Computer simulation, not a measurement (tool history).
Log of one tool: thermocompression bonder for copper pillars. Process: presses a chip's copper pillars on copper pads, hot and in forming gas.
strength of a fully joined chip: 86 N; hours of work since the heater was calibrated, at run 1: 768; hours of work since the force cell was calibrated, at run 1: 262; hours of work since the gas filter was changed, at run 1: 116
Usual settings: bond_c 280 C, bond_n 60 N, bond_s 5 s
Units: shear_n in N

run,day,bond_c,bond_n,bond_s,hours of work since the heater was calibrated,hours of work since the force cell was calibrated,hours of work since the gas filter was changed,shear_n
1,0,280,60,5,768,262,116,52.9
2,0.333,280,60,5,775,268,123,52.1
3,0.621,280,60,5,780,273,128,51.8
4,1.083,290,60,5,789,282,137,56.1
5,1.367,290,38,5,794,287,142,40.5
6,1.746,280,43,5,801,295,150,40.3
7,2.029,262,60,5,807,300,155,43.2
8,2.3,280,46,5,812,305,160,42.8
9,2.696,280,46,5,819,313,168,41.7
10,3.138,280,46,5,828,321,176,41.4
11,3.388,284,41,13,832,326,181,53.8
12,3.746,294,68,12,839,333,188,73.8
13,3.958,280,60,11,843,337,192,62.4
14,4.425,280,60,11,852,345,200,61.7
15,4.746,270,60,12,858,352,207,59.2
16,5.004,270,60,12,863,356,211,58.8
17,5.479,280,38,5,872,365,220,35.4
18,5.783,280,51,5,878,371,226,44.9
19,6.208,280,51,5,886,379,234,45.5

Run 20 comes next. What will it give?
20,6.412,278,48,5,890,383,238,?

{"run 20": {"shear_n": 41.7}}
Without the tool's hidden state the same run would have given shear_n 42.8 N.
